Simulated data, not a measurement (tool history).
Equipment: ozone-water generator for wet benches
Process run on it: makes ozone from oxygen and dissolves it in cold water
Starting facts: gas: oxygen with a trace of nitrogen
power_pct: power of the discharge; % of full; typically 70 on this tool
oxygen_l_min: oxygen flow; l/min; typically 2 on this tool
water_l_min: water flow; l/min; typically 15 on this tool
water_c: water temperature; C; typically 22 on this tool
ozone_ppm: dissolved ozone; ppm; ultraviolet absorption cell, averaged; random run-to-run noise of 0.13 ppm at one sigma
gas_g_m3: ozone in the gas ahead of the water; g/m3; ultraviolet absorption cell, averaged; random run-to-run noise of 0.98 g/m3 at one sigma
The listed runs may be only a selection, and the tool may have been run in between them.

Run 1, hour 0: usual settings. Result: ozone_ppm 10.4 ppm, gas_g_m3 143.5 g/m3.
Run 2, hour 106.1: usual settings. Result: ozone_ppm 10.4 ppm, gas_g_m3 141.5 g/m3.
Run 3, hour 176.9: usual settings. Result: ozone_ppm 10.5 ppm, gas_g_m3 141.8 g/m3.
Run 4, hour 323.5: usual settings. Result: ozone_ppm 10.2 ppm, gas_g_m3 140.1 g/m3.
Run 5, hour 398.9: usual settings. Result: ozone_ppm 10.1 ppm, gas_g_m3 138.7 g/m3.
Run 6, hour 513.1: usual settings but power_pct 93 % of full, oxygen_l_min 2.98 l/min, water_l_min 13 l/min, water_c 26 C. Result: ozone_ppm 12.6 ppm, gas_g_m3 132.5 g/m3.
At hour 565.8: contactor cleaned.
Run 7, hour 607.7: usual settings but power_pct 62 % of full, water_l_min 19 l/min. Result: ozone_ppm 8 ppm, gas_g_m3 126.7 g/m3.

Expected results for the next run?
Run 8, hour 678.5: usual settings but power_pct 45 % of full, water_c 20 C. Result: ozone_ppm ?, gas_g_m3 ?.

ozone_ppm: 7.9 ppm
gas_g_m3: 102.6 g/m3
If the tool had no hidden condition, the same run with the same run-to-run variation would have returned ozone_ppm 9.1 ppm, gas_g_m3 117.3 g/m3.
